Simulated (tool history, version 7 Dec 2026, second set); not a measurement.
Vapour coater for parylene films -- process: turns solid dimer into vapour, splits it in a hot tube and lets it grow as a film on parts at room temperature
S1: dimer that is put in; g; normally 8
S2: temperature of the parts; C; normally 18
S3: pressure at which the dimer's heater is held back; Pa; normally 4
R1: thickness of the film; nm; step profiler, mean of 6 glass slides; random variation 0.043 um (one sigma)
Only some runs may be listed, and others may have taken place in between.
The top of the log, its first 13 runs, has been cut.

run 14 day=21.604 | S1=8 S2=18 S3=4 | R1=6680
run 15 day=22.696 | S1=8 S2=18 S3=4 | R1=6650
run 16 day=23.675 | S1=8 S2=18 S3=4 | R1=6690
run 17 day=25.579 | S1=3 S2=15 S3=4 | R1=2660
run 18 day=27.692 | S1=3 S2=15 S3=4 | R1=2600
run 19 day=29.638 | S1=8 S2=13 S3=4 | R1=7350
run 20 day=31.321 | S1=13 S2=12 S3=6.71 | R1=11370
run 21 day=33.633 | S1=6 S2=25 S3=8.3 | R1=3910
run 22 day=35.758 | S1=5 S2=10 S3=8.87 | R1=4400
-- day=36.021 table's thermometer calibrated
run 23 day=37.733 | S1=5 S2=18 S3=10.41 | R1=3620
run 24 day=38.975 | S1=8 S2=19 S3=2.05 | R1=6770
run 25 day=40.329 | S1=8 S2=16 S3=2.05 | R1=7200
run 26 day=41.55 | S1=4 S2=18 S3=8.13 | R1=3010
run 27 day=42.712 | S1=8 S2=18 S3=8.83 | R1=5900
run 28 day=43.854 | S1=8 S2=17 S3=8.83 | R1=6040
run 29 day=45.208 | S1=8 S2=17 S3=8.83 | R1=5980
-- day=46.467 table's thermometer calibrated, once more
run 30 day=47.454 | S1=12 S2=14 S3=8.43 | R1=9370
run 31 day=49.667 | S1=8 S2=28 S3=3.82 | R1=5010

Each row is a separate what-if for the run after 31, all from the same tool condition, not one after another. Results?
run A day=50.683 | S1=8 S2=28 S3=3.82 | R1=?
run B day=50.683 | S1=8 S2=11 S3=4 | R1=?
run C day=50.683 | S1=5 S2=18 S3=3.94 | R1=?
run D day=50.683 | S1=8 S2=11 S3=2.66 | R1=?
run E day=50.683 | S1=7 S2=14 S3=9.29 | R1=?

run=A R1=4930
run=B R1=7120
run=C R1=3830
run=D R1=7420
run=E R1=5430
Take away the tool's hidden state, keep each run's random variation, and the runs would have read:
run=A R1=5410
run=B R1=7820
run=C R1=4210
run=D R1=8150
run=E R1=5950
